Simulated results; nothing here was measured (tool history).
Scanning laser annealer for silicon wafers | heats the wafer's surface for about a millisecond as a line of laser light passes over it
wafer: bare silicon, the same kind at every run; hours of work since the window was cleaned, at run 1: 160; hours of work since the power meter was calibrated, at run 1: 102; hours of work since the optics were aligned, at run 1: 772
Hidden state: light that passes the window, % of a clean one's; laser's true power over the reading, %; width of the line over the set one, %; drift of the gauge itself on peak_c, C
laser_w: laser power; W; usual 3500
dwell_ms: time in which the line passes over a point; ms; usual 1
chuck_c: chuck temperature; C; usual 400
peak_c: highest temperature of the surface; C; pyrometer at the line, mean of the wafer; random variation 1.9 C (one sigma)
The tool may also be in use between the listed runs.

run   hour  laser_w  dwell_ms  chuck_c  hours of work since the window was cleaned  hours of work since the power meter was calibrated  hours of work since the optics were aligned  peak_c
  1      0     3500         1      400                                         160                                                 102                                          772    1125
  2   20.8     3500         1      400                                         169                                                 110                                          780    1124
  3   50.7     3500      1.18      400                                         181                                                 122                                          792    1196
  4   67.6     3500      1.02      400                                         188                                                 129                                          799    1134
  5   93.7     3500       0.8      400                                         198                                                 140                                          810    1038
  6  117.3     3500       0.8      400                                         208                                                 150                                          820    1035
  7    135     3500       0.8      400                                         215                                                 157                                          827    1037
  8  164.7     3500       0.8      400                                         227                                                 169                                          839    1037
  9  191.7     3500       0.8      400                                         238                                                 180                                          850    1034
 10  221.5     3500         1      400                                         251                                                 192                                          862    1119
 11  251.4     3391         1      400                                         263                                                 204                                          875    1100
 12  267.1     3500         1      400                                         269                                                 211                                          881    1121
 13  281.6     3500       0.7      400                                         275                                                 217                                          887     986
 14  312.5     3500      1.25      435                                         288                                                 229                                          900    1249
 15  333.7     3816      0.75      404                                         297                                                 238                                          908    1063
 16  358.3     3816      0.75      404                                         307                                                 248                                          918    1065
 17  392.3     3422      0.85      422                                         321                                                 262                                          932    1063
 18  426.9     3285       0.8      426                                         335                                                 276                                          946    1017
 19  443.7     3285       0.8      426                                         342                                                 283                                          953    1020
 20  465.6     3285       0.8      426                                         351                                                 292                                          962    1018
 21  497.7     3285      1.09      389                                         364                                                 305                                          975    1095
 22  526.8     3500      0.95      400                                         376                                                 317                                          987    1092
 23  543.7     3500      0.76      400                                         383                                                 324                                          994    1009
 24  567.6     3238      0.95      400                                         392                                                 334                                         1004    1043
 25  601.6     3743      0.89      400                                         406                                                 348                                         1018    1104
 26  618.9     3500      0.89      422                                         413                                                 355                                         1025    1086

5 ways to go on from here, each from the tool as it stands after run 26. What would each give?
  A  638.4     3500      0.89      401                                         421                                                 363                                         1033       ?
  B  638.4     3500       1.1      420                                         421                                                 363                                         1033       ?
  C  638.4     3500      0.73      422                                         421                                                 363                                         1033       ?
  D  638.4     3224      0.89      421                                         421                                                 363                                         1033       ?
  E  638.4     3090      0.77      400                                         421                                                 363                                         1033       ?

run  peak_c
  A    1068
  B    1166
  C    1019
  D    1040
  E     948
Without the tool's hidden state the same runs would have given:
run  peak_c
  A    1094
  B    1196
  C    1043
  D    1065
  E     970
